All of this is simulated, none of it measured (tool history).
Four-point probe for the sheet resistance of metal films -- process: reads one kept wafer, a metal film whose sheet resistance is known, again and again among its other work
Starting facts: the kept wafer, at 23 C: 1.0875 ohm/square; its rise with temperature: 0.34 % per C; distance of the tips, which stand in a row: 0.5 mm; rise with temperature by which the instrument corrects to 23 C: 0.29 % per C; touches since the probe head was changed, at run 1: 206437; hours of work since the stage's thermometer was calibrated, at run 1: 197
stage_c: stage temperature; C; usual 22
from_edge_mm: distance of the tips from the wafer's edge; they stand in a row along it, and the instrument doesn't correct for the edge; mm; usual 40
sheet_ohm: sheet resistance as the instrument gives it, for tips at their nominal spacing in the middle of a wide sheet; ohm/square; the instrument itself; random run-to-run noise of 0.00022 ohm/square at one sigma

run	hour	stage_c	from_edge_mm	touches since the probe head was changed	hours of work since the stage's thermometer was calibrated	sheet_ohm
1	0.0	22	40	206437	197	1.086151
# hour 51.3: new probe head fitted
2	109.3	22	40	2914	269	1.086670
3	219.2	22	40	8433	342	1.086489
4	327.8	22	40	13883	415	1.086834
5	404.9	22	48	17755	466	1.086381
6	545.4	22	19	24808	560	1.086511
7	621.3	22	40	28622	610	1.086095
8	770.3	22	40	36102	709	1.085830
9	849.3	22	40	40069	762	1.086293
10	956.1	24	40	45431	833	1.086343
11	1043.3	24	40	49809	891	1.086317
12	1176.4	22	40	56489	980	1.084825
13	1317.6	22	40	63580	1074	1.084976
14	1416.2	22	40	68528	1139	1.085051
15	1490.6	22	10	72266	1189	1.086336
# hour 1557.8: stage's thermometer calibrated
16	1565.7	22	10	76007	5	1.085861
17	1678.4	22	54	81665	80	1.083927
18	1819.6	22	40	88758	174	1.083286
19	1931.5	34	40	94376	249	1.089350
20	2016.1	32	40	98622	305	1.088716
21	2136.4	32	40	104664	385	1.088569
# hour 2164.7: stage's thermometer calibrated, once more
22	2202.0	32	40	107932	25	1.089043
23	2319.0	26	7	113803	103	1.088929
24	2403.0	28	26	118020	159	1.087094
25	2531.6	19	63	124478	244	1.082180
26	2626.8	19	5	129258	308	1.087860
27	2686.8	19	13	132268	348	1.082655
28	2821.6	19	26	139039	437	1.081752
29	2960.2	33	3	145994	530	1.104530
30	3068.4	33	3	151429	602	1.104135
31	3178.5	31	38	156958	675	1.087312
32	3325.0	23	10	164314	773	1.084360
33	3467.7	23	10	171475	868	1.084576
34	3533.6	21	4	174785	911	1.090627
35	3611.6	22	10	178702	963	1.083692
36	3678.4	23	7	182052	1008	1.085149
37	3823.2	34	57	189323	1104	1.087639
38	3948.0	34	57	195588	1187	1.087002
# hour 4020.0: stage's thermometer calibrated
39	4064.2	18	33	201397	29	1.080522
40	4205.9	18	33	208511	124	1.079966
# hour 4218.2: new probe head fitted
41	4300.8	18	33	4146	186	1.086636
42	4385.2	18	33	8387	243	1.086836
43	4485.2	34	70	13407	309	1.094139
44	4581.5	34	70	18242	373	1.093992

Below are 4 alternative next runs, each starting from the tool's condition after run 44. Predict each:
A	4686.8	34	23	23528	443	?
B	4686.8	34	17	23528	443	?
C	4686.8	22	4	23528	443	?
D	4686.8	21	24	23528	443	?

run	sheet_ohm
A	1.094010
B	1.094450
C	1.096777
D	1.088077
Stripped of hidden state, with their random variation kept, the same runs would have yielded:
run	sheet_ohm
A	1.092866
B	1.093306
C	1.095646
D	1.086955
